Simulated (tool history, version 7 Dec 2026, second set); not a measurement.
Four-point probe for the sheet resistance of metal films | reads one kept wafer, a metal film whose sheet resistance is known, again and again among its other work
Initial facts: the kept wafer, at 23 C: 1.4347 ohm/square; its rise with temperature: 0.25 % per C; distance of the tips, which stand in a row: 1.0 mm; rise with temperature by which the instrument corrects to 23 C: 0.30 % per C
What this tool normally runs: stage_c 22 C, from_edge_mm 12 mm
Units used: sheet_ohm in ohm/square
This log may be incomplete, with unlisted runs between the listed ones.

run   hour  stage_c  from_edge_mm  sheet_ohm
  1      0       22            12    1.44864
  2   31.1       22            12   1.448897
  3   58.7       22            12   1.448102
  4     81       26            12   1.445681
  5  107.7       26            12   1.445659
  6  136.6       22            18   1.445195
  7  157.2       22            35   1.443206
  8  196.7       22            35    1.44306
  9    233       22            12   1.448289
 10  262.9       32            12   1.441478
     267.2  -- stage's thermometer calibrated
 11  290.7       32            12   1.440455
 12  309.5       32            12   1.440486
 13  327.3       32            12   1.440394
 14  349.5       32            12   1.440355
 15    390       33            12   1.439065
     398.7  -- stage's thermometer calibrated, once more
 16  416.9       20            12   1.449003
 17  437.5       20            12   1.448626

Forecast run 18:
 18  475.4       20            12          ?

{"run 18": {"sheet_ohm": 1.448671}}
If the tool had no hidden condition, the same run with the same run-to-run variation would have returned sheet_ohm 1.442022 ohm/square.
